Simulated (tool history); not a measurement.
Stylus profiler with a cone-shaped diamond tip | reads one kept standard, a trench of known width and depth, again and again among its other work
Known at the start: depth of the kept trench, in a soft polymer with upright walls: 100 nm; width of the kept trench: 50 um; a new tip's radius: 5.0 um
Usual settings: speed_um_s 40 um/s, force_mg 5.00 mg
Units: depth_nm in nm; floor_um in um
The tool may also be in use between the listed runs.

run 1 day=0.000 | speed_um_s=40 force_mg=5.00 | depth_nm=101.29 floor_um=47.19
run 2 day=0.725 | speed_um_s=40 force_mg=5.00 | depth_nm=101.27 floor_um=47.15
run 3 day=2.171 | speed_um_s=40 force_mg=5.00 | depth_nm=101.33 floor_um=47.11
run 4 day=3.079 | speed_um_s=40 force_mg=5.00 | depth_nm=101.37 floor_um=47.14
run 5 day=4.350 | speed_um_s=40 force_mg=5.00 | depth_nm=101.35 floor_um=47.06
run 6 day=5.058 | speed_um_s=40 force_mg=5.00 | depth_nm=101.31 floor_um=47.13
run 7 day=5.833 | speed_um_s=40 force_mg=5.00 | depth_nm=101.28 floor_um=47.10
run 8 day=6.496 | speed_um_s=40 force_mg=5.00 | depth_nm=101.30 floor_um=47.06
run 9 day=7.138 | speed_um_s=40 force_mg=5.00 | depth_nm=101.30 floor_um=47.03
run 10 day=8.054 | speed_um_s=40 force_mg=3.75 | depth_nm=101.18 floor_um=47.01
-- day=9.375 height scale calibrated on a step standard
run 11 day=9.462 | speed_um_s=40 force_mg=3.75 | depth_nm=100.69 floor_um=47.02
-- day=10.204 new tip fitted, height scale calibrated
run 12 day=10.654 | speed_um_s=40 force_mg=8.64 | depth_nm=101.32 floor_um=47.93
run 13 day=11.617 | speed_um_s=24 force_mg=12.01 | depth_nm=101.68 floor_um=48.01
run 14 day=12.592 | speed_um_s=25 force_mg=10.88 | depth_nm=101.57 floor_um=47.93
run 15 day=14.000 | speed_um_s=29 force_mg=4.26 | depth_nm=100.90 floor_um=47.93
run 16 day=15.517 | speed_um_s=29 force_mg=4.26 | depth_nm=100.88 floor_um=47.85

The next listed run, before its measurement:
run 17 day=16.592 | speed_um_s=23 force_mg=1.81 | depth_nm=? floor_um=?

Run 17 gave depth_nm 100.53 nm, floor_um 47.80 um.
Without the tool's hidden state the same run would have given depth_nm 100.43 nm, floor_um 47.87 um.

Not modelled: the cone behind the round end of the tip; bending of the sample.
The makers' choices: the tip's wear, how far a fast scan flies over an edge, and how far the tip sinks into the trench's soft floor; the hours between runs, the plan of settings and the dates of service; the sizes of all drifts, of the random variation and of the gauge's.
